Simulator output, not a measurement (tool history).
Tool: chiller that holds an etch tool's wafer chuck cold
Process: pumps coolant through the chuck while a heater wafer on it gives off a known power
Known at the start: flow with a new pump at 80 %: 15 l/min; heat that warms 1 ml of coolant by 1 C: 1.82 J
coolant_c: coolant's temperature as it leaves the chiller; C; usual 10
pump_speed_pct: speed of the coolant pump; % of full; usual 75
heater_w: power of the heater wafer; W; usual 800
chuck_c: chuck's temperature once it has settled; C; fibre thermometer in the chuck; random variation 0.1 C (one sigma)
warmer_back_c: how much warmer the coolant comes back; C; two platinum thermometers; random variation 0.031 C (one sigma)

run,hour,coolant_c,pump_speed_pct,heater_w,chuck_c,warmer_back_c
1,0,10,75,800,20.2,2.04
2,216.6,10,72,800,21,2.19
3,327.5,10,75,800,20.3,2.09
4,446.7,10,75,800,20.5,2.1
# hour 588.5: chiller's thermometer calibrated
5,639.4,10,75,800,21,2.06
6,750.3,10,75,800,20.9,2.09
7,955.7,10,75,794,21,2.05
8,1079.6,10,75,800,21,2.14
9,1259.1,10,75,800,21.2,2.13
10,1369.1,10,75,800,21.2,2.15
11,1593.3,17,75,800,28.2,2.13
12,1811.3,6,75,800,17.3,2.19
13,1924,9,75,800,20.5,2.18
# hour 1979.1: coolant pump overhauled
14,2089,9,75,800,19.3,1.94
# hour 2158.7: coolant changed, channels flushed
15,2295.9,9,75,800,18.6,1.93
16,2399.6,9,92,800,17.1,1.57
17,2597,9,92,800,17.1,1.55
18,2725,10,94,712,17.1,1.35
19,2869.4,14,87,1165,26.6,2.42
20,3059.5,14,87,1165,26.8,2.42
21,3175.9,1,60,565,9.5,1.76
22,3282.3,1,60,565,9.4,1.81
23,3497.7,1,71,565,8.3,1.45
24,3702.4,11,60,432,17.5,1.36
25,3852.9,11,60,432,17.6,1.43
26,4000.1,5,75,699,14.1,1.7
27,4134.5,2,82,718,10.4,1.69
28,4246.8,17,72,800,27.5,2.15
29,4355.7,17,66,583,25.3,1.72
30,4467.3,10,75,1015,23,2.57
31,4563.9,10,75,1015,23.2,2.53
32,4736.5,10,75,968,22.7,2.48

Hidden state or all else? Some run-to-run changes of chuck_c, split into what the settings, what came in and random variation would give without the hidden state, and what is left for the hidden state (with any gauge scatter that isn't in both results):
The hidden state here: heat passed by the chuck's channels, % of clean ones'; flow at a given pump speed, % of a new pump's; coolant's true temperature over the reading, C; drift of the gauge itself on chuck_c, C; drift of the gauge itself on warmer_back_c, C.
Run 4 -> 5: chiller's thermometer calibrated. chuck_c +0.5 C: hidden state +0.4, all else +0.1.
Run 11 -> 12: coolant_c 17 -> 6. chuck_c -10.9 C: hidden state +0.1, all else -11.
Run 13 -> 14: coolant pump overhauled. chuck_c -1.2 C: hidden state -1.2, all else +0.
Run 14 -> 15: coolant changed, channels flushed. chuck_c -0.7 C: hidden state -0.6, all else -0.1.
Run 20 -> 21: coolant_c 14 -> 1, pump_speed_pct 87 -> 60, heater_w 1165 -> 565. chuck_c -17.3 C: hidden state -0.1, all else -17.2.
Run 27 -> 28: coolant_c 2 -> 17, pump_speed_pct 82 -> 72, heater_w 718 -> 800. chuck_c +17.1 C: hidden state +0.3, all else +16.8.
